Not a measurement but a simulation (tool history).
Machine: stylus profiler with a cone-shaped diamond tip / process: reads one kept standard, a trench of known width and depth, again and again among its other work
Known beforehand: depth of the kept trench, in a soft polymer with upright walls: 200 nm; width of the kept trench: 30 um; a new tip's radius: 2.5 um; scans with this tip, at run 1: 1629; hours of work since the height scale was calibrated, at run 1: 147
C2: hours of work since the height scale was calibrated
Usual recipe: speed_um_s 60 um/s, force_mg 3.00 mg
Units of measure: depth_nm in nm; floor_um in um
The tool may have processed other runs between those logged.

Run 1, hour 0.0: usual settings; scans with this tip 1629; C2 147. Result: depth_nm 203.14 nm, floor_um 27.55 um.
Run 2, hour 16.2: usual settings but speed_um_s 16 um/s; scans with this tip 1769; C2 159. Result: depth_nm 203.27 nm, floor_um 27.82 um.
Run 3, hour 38.7: usual settings but speed_um_s 192 um/s; scans with this tip 1962; C2 177. Result: depth_nm 203.21 nm, floor_um 26.77 um.
Run 4, hour 59.3: usual settings but speed_um_s 192 um/s; scans with this tip 2140; C2 193. Result: depth_nm 203.11 nm, floor_um 26.73 um.
Run 5, hour 78.7: usual settings but speed_um_s 192 um/s, force_mg 1.07 mg; scans with this tip 2307; C2 208. Result: depth_nm 201.60 nm, floor_um 25.99 um.
Run 6, hour 94.1: usual settings but speed_um_s 172 um/s, force_mg 1.07 mg; scans with this tip 2440; C2 220. Result: depth_nm 201.49 nm, floor_um 26.13 um.
Run 7, hour 118.8: usual settings but speed_um_s 172 um/s, force_mg 1.07 mg; scans with this tip 2652; C2 239. Result: depth_nm 201.41 nm, floor_um 26.12 um.
Run 8, hour 143.5: usual settings but speed_um_s 74 um/s, force_mg 1.45 mg; scans with this tip 2865; C2 258. Result: depth_nm 201.86 nm, floor_um 27.21 um.
At hour 145.7: height scale calibrated on a step standard.
Run 9, hour 158.4: usual settings but speed_um_s 35 um/s, force_mg 2.26 mg; scans with this tip 2989; C2 10. Result: depth_nm 202.79 nm, floor_um 27.64 um.
Run 10, hour 179.1: usual settings but speed_um_s 35 um/s, force_mg 2.26 mg; scans with this tip 3168; C2 26. Result: depth_nm 202.52 nm, floor_um 27.59 um.
Run 11, hour 189.5: usual settings but speed_um_s 168 um/s, force_mg 2.35 mg; scans with this tip 3257; C2 34. Result: depth_nm 202.86 nm, floor_um 26.68 um.
Run 12, hour 200.3: usual settings but speed_um_s 168 um/s, force_mg 2.35 mg; scans with this tip 3351; C2 42. Result: depth_nm 202.88 nm, floor_um 26.72 um.
Run 13, hour 211.5: usual settings but speed_um_s 22 um/s; scans with this tip 3447; C2 51. Result: depth_nm 203.17 nm, floor_um 27.71 um.

3 ways to go on from here, each from the tool as it stands after run 13. What would each give?
At hour 219.0: height scale calibrated on a step standard, once more.
Run A, hour 236.2: usual settings but speed_um_s 214 um/s, force_mg 7.84 mg; scans with this tip 3655; C2 13. Result: depth_nm ?, floor_um ?.
At hour 219.0: height scale calibrated on a step standard, once more.
Run B, hour 236.2: usual settings but speed_um_s 22 um/s, force_mg 1.60 mg; scans with this tip 3655; C2 13. Result: depth_nm ?, floor_um ?.
At hour 219.0: height scale calibrated on a step standard, once more.
Run C, hour 236.2: usual settings but speed_um_s 22 um/s, force_mg 1.44 mg; scans with this tip 3655; C2 13. Result: depth_nm ?, floor_um ?.

run  depth_nm  floor_um
  A    205.97     27.07
  B    201.92     27.62
  C    201.84     27.61
The same runs, with their run-to-run variation unchanged, on a tool lacking any hidden condition would have given:
run  depth_nm  floor_um
  A    205.81     27.29
  B    201.76     27.84
  C    201.68     27.83
